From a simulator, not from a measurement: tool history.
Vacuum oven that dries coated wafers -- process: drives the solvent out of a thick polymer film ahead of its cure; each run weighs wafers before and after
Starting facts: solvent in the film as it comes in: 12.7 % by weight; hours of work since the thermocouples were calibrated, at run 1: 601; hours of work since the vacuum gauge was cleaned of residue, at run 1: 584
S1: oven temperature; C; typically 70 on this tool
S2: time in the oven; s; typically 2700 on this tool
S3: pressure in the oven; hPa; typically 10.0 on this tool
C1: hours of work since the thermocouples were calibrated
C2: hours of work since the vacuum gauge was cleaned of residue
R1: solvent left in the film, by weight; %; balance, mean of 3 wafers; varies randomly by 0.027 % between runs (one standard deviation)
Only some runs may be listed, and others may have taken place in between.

Run 1, hour 0.0: usual settings; C1 601; C2 584. Result: R1 1.32 %.
Run 2, hour 10.8: usual settings; C1 608; C2 591. Result: R1 1.29 %.
Run 3, hour 35.8: usual settings but S3 10.7 hPa; C1 623; C2 607. Result: R1 1.28 %.
Run 4, hour 58.7: usual settings but S3 10.7 hPa; C1 638; C2 621. Result: R1 1.29 %.
Run 5, hour 82.7: usual settings but S3 10.7 hPa; C1 653; C2 636. Result: R1 1.31 %.
Run 6, hour 106.1: usual settings but S3 10.7 hPa; C1 668; C2 651. Result: R1 1.26 %.
Run 7, hour 125.8: usual settings but S3 10.7 hPa; C1 681; C2 664. Result: R1 1.32 %.
Run 8, hour 149.0: usual settings but S1 62 C; C1 695; C2 679. Result: R1 3.33 %.
Run 9, hour 169.8: usual settings; C1 708; C2 692. Result: R1 1.25 %.
Run 10, hour 182.9: usual settings; C1 717; C2 700. Result: R1 1.24 %.
Run 11, hour 208.7: usual settings; C1 733; C2 716. Result: R1 1.26 %.
Run 12, hour 226.9: usual settings; C1 745; C2 728. Result: R1 1.26 %.
Run 13, hour 238.2: usual settings; C1 752; C2 735. Result: R1 1.24 %.
Run 14, hour 248.9: usual settings; C1 759; C2 742. Result: R1 1.21 %.
Run 15, hour 271.4: usual settings but S1 58 C; C1 773; C2 756. Result: R1 4.49 %.
Run 16, hour 282.2: usual settings; C1 780; C2 763. Result: R1 1.23 %.
Run 17, hour 300.7: usual settings; C1 791; C2 775. Result: R1 1.27 %.
Run 18, hour 316.4: usual settings; C1 801; C2 785. Result: R1 1.23 %.
Run 19, hour 330.1: usual settings; C1 810; C2 793. Result: R1 1.30 %.
Run 20, hour 348.9: usual settings but S1 55 C; C1 822; C2 805. Result: R1 5.40 %.
Run 21, hour 374.9: usual settings but S3 31.4 hPa; C1 838; C2 822. Result: R1 1.95 %.
Run 22, hour 398.4: usual settings but S3 31.4 hPa; C1 853; C2 837. Result: R1 1.96 %.
Run 23, hour 418.5: usual settings but S2 1500 s; C1 866; C2 849. Result: R1 2.82 %.
Run 24, hour 439.8: usual settings but S3 32.3 hPa; C1 880; C2 863. Result: R1 1.95 %.
Run 25, hour 460.3: usual settings but S1 61 C, S2 4020 s, S3 32.3 hPa; C1 893; C2 876. Result: R1 3.23 %.
Run 26, hour 484.1: usual settings but S1 61 C, S2 4020 s, S3 32.3 hPa; C1 908; C2 891. Result: R1 3.21 %.
Run 27, hour 496.7: usual settings but S1 55 C, S2 3060 s, S3 33.8 hPa; C1 916; C2 899. Result: R1 6.03 %.
Run 28, hour 510.3: usual settings but S1 60 C, S2 4440 s; C1 924; C2 908. Result: R1 2.15 %.
Run 29, hour 533.4: usual settings but S1 60 C, S2 4440 s; C1 939; C2 922. Result: R1 2.10 %.
Run 30, hour 546.0: usual settings but S1 66 C; C1 947; C2 930. Result: R1 2.04 %.
Run 31, hour 567.7: usual settings but S1 75 C, S3 5.1 hPa; C1 961; C2 944. Result: R1 0.42 %.
Run 32, hour 585.5: usual settings but S1 82 C, S2 4320 s, S3 9.1 hPa; C1 972; C2 955. Result: R1 0.23 %.
Run 33, hour 610.8: usual settings but S1 81 C, S2 1920 s, S3 8.3 hPa; C1 988; C2 971. Result: R1 0.42 %.
Run 34, hour 636.3: usual settings but S1 82 C, S2 4260 s, S3 38.7 hPa; C1 1004; C2 988. Result: R1 0.88 %.
Run 35, hour 650.8: usual settings but S1 61 C, S2 3060 s, S3 6.6 hPa; C1 1013; C2 997. Result: R1 2.79 %.
Run 36, hour 666.8: usual settings but S1 61 C, S2 3060 s, S3 6.6 hPa; C1 1024; C2 1007. Result: R1 2.80 %.
Run 37, hour 690.2: usual settings but S2 3000 s; C1 1038; C2 1022. Result: R1 0.96 %.
Run 38, hour 712.0: usual settings but S2 3000 s; C1 1052; C2 1036. Result: R1 1.00 %.
Run 39, hour 726.2: usual settings but S1 72 C, S2 4620 s, S3 38.0 hPa; C1 1061; C2 1045. Result: R1 1.35 %.
Run 40, hour 744.5: usual settings but S1 56 C; C1 1073; C2 1056. Result: R1 4.88 %.
Run 41, hour 769.5: usual settings but S1 56 C; C1 1089; C2 1072. Result: R1 4.90 %.
Run 42, hour 782.5: usual settings but S3 5.0 hPa; C1 1097; C2 1080. Result: R1 0.98 %.
Run 43, hour 804.7: usual settings but S1 66 C, S3 6.7 hPa; C1 1111; C2 1094. Result: R1 1.81 %.
Run 44, hour 823.2: usual settings but S1 78 C, S2 1560 s, S3 5.8 hPa; C1 1123; C2 1106. Result: R1 0.82 %.
Run 45, hour 847.1: usual settings but S1 58 C, S2 4620 s, S3 14.3 hPa; C1 1138; C2 1121. Result: R1 2.68 %.
Run 46, hour 873.6: usual settings but S1 58 C, S2 4620 s, S3 14.3 hPa; C1 1155; C2 1138. Result: R1 2.63 %.

Consider 3 possible next runs. They are alternatives, not a sequence: every one starts from the tool as it was left by run 46. What does each give?
Run A, hour 899.1: usual settings but S1 56 C, S2 4860 s, S3 14.3 hPa; C1 1171; C2 1154. Result: R1 ?.
Run B, hour 899.1: usual settings but S1 58 C, S2 2460 s, S3 33.7 hPa; C1 1171; C2 1154. Result: R1 ?.
Run C, hour 899.1: usual settings but S1 63 C, S2 3180 s, S3 8.0 hPa; C1 1171; C2 1154. Result: R1 ?.

run    R1
  A  3.09
  B  5.48
  C  2.12
The same runs, with their run-to-run variation unchanged, on a tool lacking any hidden condition would have given:
run    R1
  A  3.85
  B  6.30
  C  2.80
